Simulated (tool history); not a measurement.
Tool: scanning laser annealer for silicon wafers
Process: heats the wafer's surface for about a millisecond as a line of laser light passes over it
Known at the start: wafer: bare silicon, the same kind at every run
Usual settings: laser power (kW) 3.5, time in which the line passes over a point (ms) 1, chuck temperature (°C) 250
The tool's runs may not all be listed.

run    day  laser power (kW)  time in which the line passes over a point (ms)  chuck temperature (°C)  highest temperature of the surface (°C)
  1      0               3.5                                                1                     250                                     1058
  2  0.471               3.5                                                1                     267                                     1076
  3  0.917               3.5                                                1                     267                                     1074
  4  1.292               3.5                                                1                     267                                     1073
  5  1.612               3.5                                                1                     253                                     1056
  6  2.133               3.5                                                1                     250                                     1054
  7  2.717             3.779                                                1                     250                                     1127
  8  3.208             3.779                                                1                     250                                     1122
  9  3.817               3.5                                             1.21                     250                                     1118
 10  4.175               3.5                                             1.17                     250                                     1104
 11  4.446               3.5                                             0.77                     250                                      966
 12  4.858             3.622                                             1.16                     277                                     1159
 13  5.379             3.622                                             1.16                     277                                     1156
 14  5.808             3.053                                             1.16                     277                                     1006
 15  6.292               3.5                                             0.78                     280                                      996
 16  6.854               3.5                                             1.03                     250                                     1055
 17  7.388             3.631                                             0.99                     278                                     1102
 18  7.717             3.593                                             0.99                     278                                     1090
 19  8.317             3.709                                             0.89                     250                                     1052
 20  8.892             3.308                                             1.17                     232                                     1025

Forecast each of these 5 alternatives for the next run:
  A  9.142             3.585                                             1.06                     236                                        ?
  B  9.142             3.223                                             0.72                     232                                        ?
  C  9.142             3.847                                             0.71                     254                                        ?
  D  9.142             3.385                                             1.06                     258                                        ?
  E  9.142             3.308                                             1.17                     251                                        ?

run  highest temperature of the surface (°C)
  A                                     1063
  B                                      862
  C                                     1011
  D                                     1034
  E                                     1043
Without the tool's hidden state the same runs would have given:
run  highest temperature of the surface (°C)
  A                                     1109
  B                                      897
  C                                     1054
  D                                     1078
  E                                     1087

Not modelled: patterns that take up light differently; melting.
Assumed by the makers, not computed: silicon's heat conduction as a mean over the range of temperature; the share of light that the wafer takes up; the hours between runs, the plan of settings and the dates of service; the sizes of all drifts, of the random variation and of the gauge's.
